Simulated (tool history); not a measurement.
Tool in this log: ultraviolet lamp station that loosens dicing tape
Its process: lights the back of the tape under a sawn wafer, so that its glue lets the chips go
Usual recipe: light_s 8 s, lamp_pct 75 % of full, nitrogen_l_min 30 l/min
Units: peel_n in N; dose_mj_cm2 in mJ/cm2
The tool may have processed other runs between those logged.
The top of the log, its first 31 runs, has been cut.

run	hour	light_s	lamp_pct	nitrogen_l_min	hours of work of the lamp	hours of work since the window was cleaned	peel_n	dose_mj_cm2
32	318.7	8	72	12	524	446	0.901	292
33	328.5	6	75	38	530	452	0.816	223
34	342.5	8	94	20	539	461	0.486	378
35	348.9	4	75	30	543	465	1.487	148
36	359.3	14	86	30	549	471	0.25	598
37	370.4	8	86	57	556	478	0.371	338
38	384.8	12	75	30	565	487	0.342	444
39	396.6	10	82	22	573	495	0.408	402

Forecast run 40:
40	408.6	10	82	25	580	502	?	?

Run 40 measured peel_n 0.396 N, dose_mj_cm2 399 mJ/cm2.
Were there no unlogged condition in the tool, this run, its random variation unchanged, would have produced peel_n 0.288 N, dose_mj_cm2 519 mJ/cm2.
